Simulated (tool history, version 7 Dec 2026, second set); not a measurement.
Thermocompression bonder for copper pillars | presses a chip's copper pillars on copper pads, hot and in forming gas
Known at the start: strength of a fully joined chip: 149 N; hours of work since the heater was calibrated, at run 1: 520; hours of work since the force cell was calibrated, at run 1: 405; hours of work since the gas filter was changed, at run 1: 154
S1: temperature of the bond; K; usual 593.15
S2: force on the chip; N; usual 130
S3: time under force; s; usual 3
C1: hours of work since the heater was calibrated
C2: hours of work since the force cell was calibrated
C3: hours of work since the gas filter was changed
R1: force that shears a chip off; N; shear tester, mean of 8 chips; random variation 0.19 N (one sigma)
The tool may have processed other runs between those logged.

Run 1, hour 0: usual settings; C1 520; C2 405; C3 154. Result: R1 108.9 N.
Run 2, hour 12.6: usual settings; C1 525; C2 410; C3 159. Result: R1 108 N.
Run 3, hour 24.7: usual settings; C1 530; C2 415; C3 164. Result: R1 108.1 N.
Run 4, hour 46.3: usual settings; C1 539; C2 424; C3 173. Result: R1 108.1 N.
Run 5, hour 58.8: usual settings; C1 544; C2 429; C3 178. Result: R1 108.1 N.
Run 6, hour 78.5: usual settings; C1 552; C2 437; C3 186. Result: R1 107.8 N.
Run 7, hour 96.4: usual settings; C1 559; C2 445; C3 193. Result: R1 107.8 N.
Run 8, hour 109.7: usual settings but S1 570.15 K; C1 565; C2 450; C3 199. Result: R1 91.5 N.
Run 9, hour 131.7: usual settings but S1 570.15 K; C1 574; C2 459; C3 208. Result: R1 91.3 N.
Run 10, hour 147.2: usual settings but S1 615.15 K; C1 580; C2 466; C3 214. Result: R1 121 N.
Run 11, hour 162.8: usual settings but S1 615.15 K, S3 4 s; C1 587; C2 472; C3 221. Result: R1 126.1 N.
At hour 176: forming gas filter changed.
Run 12, hour 186.2: usual settings but S1 615.15 K, S3 4 s; C1 596; C2 481; C3 4. Result: R1 129.1 N.
Run 13, hour 207.9: usual settings but S1 615.15 K, S3 4 s; C1 605; C2 490; C3 13. Result: R1 129.1 N.
Run 14, hour 227.9: usual settings but S1 615.15 K, S3 2 s; C1 613; C2 499; C3 21. Result: R1 114.3 N.
Run 15, hour 246.3: usual settings but S1 615.15 K, S3 2 s; C1 621; C2 506; C3 29. Result: R1 113.9 N.
Run 16, hour 263.7: usual settings but S1 615.15 K, S3 2 s; C1 628; C2 513; C3 36. Result: R1 113.9 N.
Run 17, hour 285.3: usual settings but S1 615.15 K, S3 2 s; C1 637; C2 522; C3 45. Result: R1 113.7 N.
Run 18, hour 309.4: usual settings but S1 568.15 K, S3 2 s; C1 647; C2 532; C3 55. Result: R1 80.5 N.
Run 19, hour 319.8: usual settings but S1 568.15 K, S3 2 s; C1 651; C2 536; C3 59. Result: R1 80.9 N.
Run 20, hour 332.6: usual settings but S1 604.15 K, S3 2 s; C1 656; C2 542; C3 65. Result: R1 106.4 N.
Run 21, hour 346.8: usual settings but S3 2 s; C1 662; C2 548; C3 70. Result: R1 98.8 N.
At hour 349.5: force cell calibrated.
Run 22, hour 366.3: usual settings but S1 564.15 K, S2 165 N, S3 6 s; C1 670; C2 7; C3 78. Result: R1 121.6 N.
Run 23, hour 388.2: usual settings but S1 571.15 K, S2 82 N, S3 6 s; C1 679; C2 16; C3 87. Result: R1 79.2 N.
Run 24, hour 407.6: usual settings but S3 5 s; C1 687; C2 24; C3 95. Result: R1 121 N.
Run 25, hour 433.2: usual settings but S2 148 N, S3 5 s; C1 697; C2 34; C3 105. Result: R1 128 N.
Run 26, hour 447.1: usual settings but S2 148 N, S3 5 s; C1 703; C2 40; C3 111. Result: R1 128 N.
Run 27, hour 464.1: usual settings but S2 148 N, S3 5 s; C1 710; C2 47; C3 118. Result: R1 128 N.
Run 28, hour 490: usual settings but S1 569.15 K, S2 91 N; C1 721; C2 58; C3 129. Result: R1 66.8 N.
At hour 496.2: force cell calibrated, once more.
Run 29, hour 516.7: usual settings but S1 569.15 K, S2 91 N; C1 731; C2 8; C3 139. Result: R1 68 N.
Run 30, hour 533.5: usual settings but S1 570.15 K, S2 118 N; C1 738; C2 15; C3 146. Result: R1 86.7 N.
Run 31, hour 558.1: usual settings but S1 578.15 K, S2 110 N; C1 748; C2 25; C3 156. Result: R1 87.3 N.
Run 32, hour 569.5: usual settings but S1 566.15 K, S2 88 N; C1 753; C2 30; C3 161. Result: R1 63.9 N.
Run 33, hour 583.5: usual settings but S1 572.15 K, S2 114 N, S3 2 s; C1 759; C2 36; C3 167. Result: R1 74.8 N.

How the hidden state differs across the entries between the runs, from the last listed run before each to the first after it:
In the gap between runs 11 and 12: forming gas filter changed (hour 176)
  true temperature of the bond over the reading, C: 4.4 -> 4.5; force that reaches the chip, % of what is set: 99 -> 98.9; oxide that the forming gas leaves, % of the face: 2.8 -> 0.62
  measured result minus the result with no hidden state, R1: -1.4 -> +1.4 N
In the gap between runs 21 and 22: force cell calibrated (hour 349.5)
  force that reaches the chip, % of what is set: 98.8 -> 98.1; oxide that the forming gas leaves, % of the face: 1.26 -> 1.33
  measured result minus the result with no hidden state, R1: +1.8 -> +1 N
In the gap between runs 28 and 29: force cell calibrated, once more (hour 496.2)
  true temperature of the bond over the reading, C: 5.2 -> 5.3; force that reaches the chip, % of what is set: 98 -> 99.8; oxide that the forming gas leaves, % of the face: 1.83 -> 1.93
  measured result minus the result with no hidden state, R1: +1.4 -> +2.6 N
